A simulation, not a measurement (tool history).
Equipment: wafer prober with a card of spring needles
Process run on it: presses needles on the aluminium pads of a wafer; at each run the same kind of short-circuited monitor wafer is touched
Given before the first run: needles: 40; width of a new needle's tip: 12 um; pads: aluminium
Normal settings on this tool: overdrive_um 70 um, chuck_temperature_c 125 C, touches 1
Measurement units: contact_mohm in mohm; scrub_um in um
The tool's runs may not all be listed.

run 1 hour=0.0 | overdrive_um=70 chuck_temperature_c=125 touches=1 | contact_mohm=209 scrub_um=14.79
-- hour=6.0 tips cleaned on abrasive film
-- hour=13.2 tips cleaned on abrasive film
-- hour=20.6 tips cleaned on abrasive film
run 2 hour=25.4 | overdrive_um=70 chuck_temperature_c=125 touches=1 | contact_mohm=299 scrub_um=14.70
-- hour=27.0 tips cleaned on abrasive film
-- hour=32.9 tips cleaned on abrasive film
-- hour=40.2 tips cleaned on abrasive film
-- hour=46.1 tips cleaned on abrasive film
run 3 hour=46.8 | overdrive_um=70 chuck_temperature_c=125 touches=1 | contact_mohm=231 scrub_um=14.60
-- hour=52.5 tips cleaned on abrasive film
-- hour=59.9 tips cleaned on abrasive film
-- hour=66.2 tips cleaned on abrasive film
run 4 hour=66.2 | overdrive_um=70 chuck_temperature_c=125 touches=1 | contact_mohm=217 scrub_um=14.57
-- hour=69.3 height of the first contact set anew
-- hour=73.8 tips cleaned on abrasive film
-- hour=81.1 tips cleaned on abrasive film
-- hour=88.5 tips cleaned on abrasive film
run 5 hour=92.5 | overdrive_um=70 chuck_temperature_c=108 touches=1 | contact_mohm=294 scrub_um=14.86
-- hour=95.5 tips cleaned on abrasive film
-- hour=101.5 tips cleaned on abrasive film
-- hour=108.9 tips cleaned on abrasive film
-- hour=116.2 tips cleaned on abrasive film
run 6 hour=118.3 | overdrive_um=70 chuck_temperature_c=108 touches=1 | contact_mohm=264 scrub_um=14.85
-- hour=122.8 tips cleaned on abrasive film
-- hour=129.9 tips cleaned on abrasive film
run 7 hour=131.0 | overdrive_um=62 chuck_temperature_c=108 touches=1 | contact_mohm=256 scrub_um=13.15
-- hour=136.9 tips cleaned on abrasive film
-- hour=144.3 tips cleaned on abrasive film
-- hour=150.3 tips cleaned on abrasive film
-- hour=157.2 tips cleaned on abrasive film
run 8 hour=160.4 | overdrive_um=62 chuck_temperature_c=108 touches=1 | contact_mohm=318 scrub_um=13.03
-- hour=163.4 tips cleaned on abrasive film
-- hour=169.4 tips cleaned on abrasive film
-- hour=176.8 tips cleaned on abrasive film
-- hour=184.0 tips cleaned on abrasive film
-- hour=190.1 height of the first contact set anew
-- hour=190.5 tips cleaned on abrasive film
run 9 hour=190.5 | overdrive_um=70 chuck_temperature_c=56 touches=1 | contact_mohm=204 scrub_um=14.96
-- hour=197.9 tips cleaned on abrasive film
run 10 hour=202.7 | overdrive_um=70 chuck_temperature_c=56 touches=1 | contact_mohm=306 scrub_um=14.88
-- hour=204.3 tips cleaned on abrasive film
-- hour=210.3 tips cleaned on abrasive film
-- hour=217.7 tips cleaned on abrasive film
run 11 hour=218.5 | overdrive_um=70 chuck_temperature_c=56 touches=1 | contact_mohm=224 scrub_um=14.87
-- hour=224.3 tips cleaned on abrasive film
-- hour=230.3 tips cleaned on abrasive film
run 12 hour=234.4 | overdrive_um=70 chuck_temperature_c=56 touches=1 | contact_mohm=288 scrub_um=14.85
-- hour=237.5 tips cleaned on abrasive film
-- hour=244.7 tips cleaned on abrasive film
-- hour=250.7 tips cleaned on abrasive film
run 13 hour=252.9 | overdrive_um=70 chuck_temperature_c=125 touches=3 | contact_mohm=227 scrub_um=14.78
-- hour=257.4 tips cleaned on abrasive film
-- hour=264.7 tips cleaned on abrasive film
run 14 hour=269.8 | overdrive_um=70 chuck_temperature_c=125 touches=1 | contact_mohm=333 scrub_um=14.71
-- hour=271.3 tips cleaned on abrasive film
-- hour=278.7 tips cleaned on abrasive film
-- hour=285.9 tips cleaned on abrasive film
-- hour=293.3 tips cleaned on abrasive film
run 15 hour=296.8 | overdrive_um=73 chuck_temperature_c=61 touches=1 | contact_mohm=294 scrub_um=15.24
-- hour=299.8 tips cleaned on abrasive film
-- hour=307.2 tips cleaned on abrasive film
-- hour=310.4 height of the first contact set anew
-- hour=313.5 tips cleaned on abrasive film
run 16 hour=317.9 | overdrive_um=86 chuck_temperature_c=68 touches=1 | contact_mohm=275 scrub_um=18.31
-- hour=319.5 tips cleaned on abrasive film
-- hour=325.4 tips cleaned on abrasive film
-- hour=331.4 tips cleaned on abrasive film
-- hour=338.4 tips cleaned on abrasive film
run 17 hour=339.1 | overdrive_um=70 chuck_temperature_c=40 touches=3 | contact_mohm=200 scrub_um=14.86
-- hour=345.0 tips cleaned on abrasive film
-- hour=352.5 tips cleaned on abrasive film
run 18 hour=352.5 | overdrive_um=70 chuck_temperature_c=40 touches=3 | contact_mohm=195 scrub_um=14.84
-- hour=359.6 tips cleaned on abrasive film
-- hour=367.0 tips cleaned on abrasive film
-- hour=374.4 tips cleaned on abrasive film
-- hour=381.0 tips cleaned on abrasive film
run 19 hour=381.0 | overdrive_um=70 chuck_temperature_c=40 touches=3 | contact_mohm=191 scrub_um=14.67
-- hour=388.2 tips cleaned on abrasive film
-- hour=394.2 tips cleaned on abrasive film
run 20 hour=395.8 | overdrive_um=70 chuck_temperature_c=40 touches=3 | contact_mohm=214 scrub_um=14.69
-- hour=401.5 tips cleaned on abrasive film
-- hour=408.7 tips cleaned on abrasive film
run 21 hour=414.4 | overdrive_um=70 chuck_temperature_c=40 touches=3 | contact_mohm=237 scrub_um=14.63
-- hour=416.0 tips cleaned on abrasive film
-- hour=423.4 tips cleaned on abrasive film
run 22 hour=426.7 | overdrive_um=70 chuck_temperature_c=40 touches=2 | contact_mohm=259 scrub_um=14.62
-- hour=429.7 tips cleaned on abrasive film
-- hour=431.4 height of the first contact set anew
-- hour=437.2 tips cleaned on abrasive film
-- hour=444.3 tips cleaned on abrasive film
-- hour=451.5 tips cleaned on abrasive film
run 23 hour=456.2 | overdrive_um=70 chuck_temperature_c=40 touches=2 | contact_mohm=272 scrub_um=14.91
-- hour=457.6 tips cleaned on abrasive film
-- hour=464.8 tips cleaned on abrasive film
-- hour=471.8 tips cleaned on abrasive film
-- hour=479.0 tips cleaned on abrasive film
-- hour=485.0 tips cleaned on abrasive film
run 24 hour=485.5 | overdrive_um=70 chuck_temperature_c=64 touches=1 | contact_mohm=233 scrub_um=14.79
-- hour=491.5 tips cleaned on abrasive film
-- hour=497.5 tips cleaned on abrasive film
-- hour=503.5 tips cleaned on abrasive film
run 25 hour=506.4 | overdrive_um=70 chuck_temperature_c=64 touches=1 | contact_mohm=302 scrub_um=14.71
-- hour=510.7 tips cleaned on abrasive film
-- hour=518.0 tips cleaned on abrasive film
-- hour=525.0 tips cleaned on abrasive film
run 26 hour=525.0 | overdrive_um=71 chuck_temperature_c=44 touches=1 | contact_mohm=201 scrub_um=14.85

Forecast each of these 4 alternatives for the next run:
-- hour=532.3 tips cleaned on abrasive film
-- hour=539.8 tips cleaned on abrasive film
-- hour=547.2 tips cleaned on abrasive film
run A hour=549.1 | overdrive_um=83 chuck_temperature_c=59 touches=1 | contact_mohm=? scrub_um=?
-- hour=532.3 tips cleaned on abrasive film
-- hour=539.8 tips cleaned on abrasive film
-- hour=547.2 tips cleaned on abrasive film
run B hour=549.1 | overdrive_um=51 chuck_temperature_c=44 touches=1 | contact_mohm=? scrub_um=?
-- hour=532.3 tips cleaned on abrasive film
-- hour=539.8 tips cleaned on abrasive film
-- hour=547.2 tips cleaned on abrasive film
run C hour=549.1 | overdrive_um=71 chuck_temperature_c=35 touches=1 | contact_mohm=? scrub_um=?
-- hour=532.3 tips cleaned on abrasive film
-- hour=539.8 tips cleaned on abrasive film
-- hour=547.2 tips cleaned on abrasive film
run D hour=549.1 | overdrive_um=63 chuck_temperature_c=44 touches=1 | contact_mohm=? scrub_um=?

run=A contact_mohm=254 scrub_um=17.31
run=B contact_mohm=358 scrub_um=10.48
run=C contact_mohm=277 scrub_um=14.81
run=D contact_mohm=296 scrub_um=13.17
Stripped of hidden state, with their random variation kept, the same runs would have yielded:
run=A contact_mohm=187 scrub_um=17.69
run=B contact_mohm=189 scrub_um=10.86
run=C contact_mohm=184 scrub_um=15.19
run=D contact_mohm=185 scrub_um=13.55
